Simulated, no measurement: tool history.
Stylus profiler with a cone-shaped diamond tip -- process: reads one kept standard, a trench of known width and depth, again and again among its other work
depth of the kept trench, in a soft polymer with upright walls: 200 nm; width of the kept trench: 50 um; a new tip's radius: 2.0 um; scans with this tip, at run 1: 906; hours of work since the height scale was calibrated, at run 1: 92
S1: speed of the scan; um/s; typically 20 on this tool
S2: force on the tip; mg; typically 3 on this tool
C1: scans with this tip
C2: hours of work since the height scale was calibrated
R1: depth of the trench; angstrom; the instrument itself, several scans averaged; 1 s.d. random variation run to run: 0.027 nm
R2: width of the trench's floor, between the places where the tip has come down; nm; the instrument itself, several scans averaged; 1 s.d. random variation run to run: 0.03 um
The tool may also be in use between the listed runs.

{"run": 1, "hour": 0.0, "S1": 20, "S2": 3, "C1": 906, "C2": 92, "R1": 2017.6, "R2": 48090}
{"run": 2, "hour": 55.3, "S1": 20, "S2": 3, "C1": 1182, "C2": 120, "R1": 2017.6, "R2": 48070}
{"run": 3, "hour": 126.4, "S1": 20, "S2": 3, "C1": 1537, "C2": 156, "R1": 2017.6, "R2": 47980}
{"run": 4, "hour": 178.1, "S1": 20, "S2": 3, "C1": 1795, "C2": 182, "R1": 2017.4, "R2": 47970}
{"run": 5, "hour": 223.4, "S1": 8, "S2": 3, "C1": 2021, "C2": 205, "R1": 2018.0, "R2": 47970}
{"run": 6, "hour": 324.7, "S1": 8, "S2": 3, "C1": 2527, "C2": 256, "R1": 2017.8, "R2": 47910}
{"run": 7, "hour": 425.4, "S1": 8, "S2": 3, "C1": 3029, "C2": 307, "R1": 2018.2, "R2": 47820}
{"run": 8, "hour": 525.1, "S1": 20, "S2": 3, "C1": 3527, "C2": 357, "R1": 2018.6, "R2": 47680}
{"run": 9, "hour": 604.0, "S1": 20, "S2": 3, "C1": 3920, "C2": 397, "R1": 2018.5, "R2": 47690}

For run 10, what comes out?
{"run": 10, "hour": 705.5, "S1": 20, "S2": 3, "C1": 4427, "C2": 448, "R1": "?", "R2": "?"}

Run 10 measured R1 2019.1 angstrom, R2 47640 nm.
Minus the tool's unlogged condition, the same run would have read R1 2017.3 angstrom, R2 48190 nm.
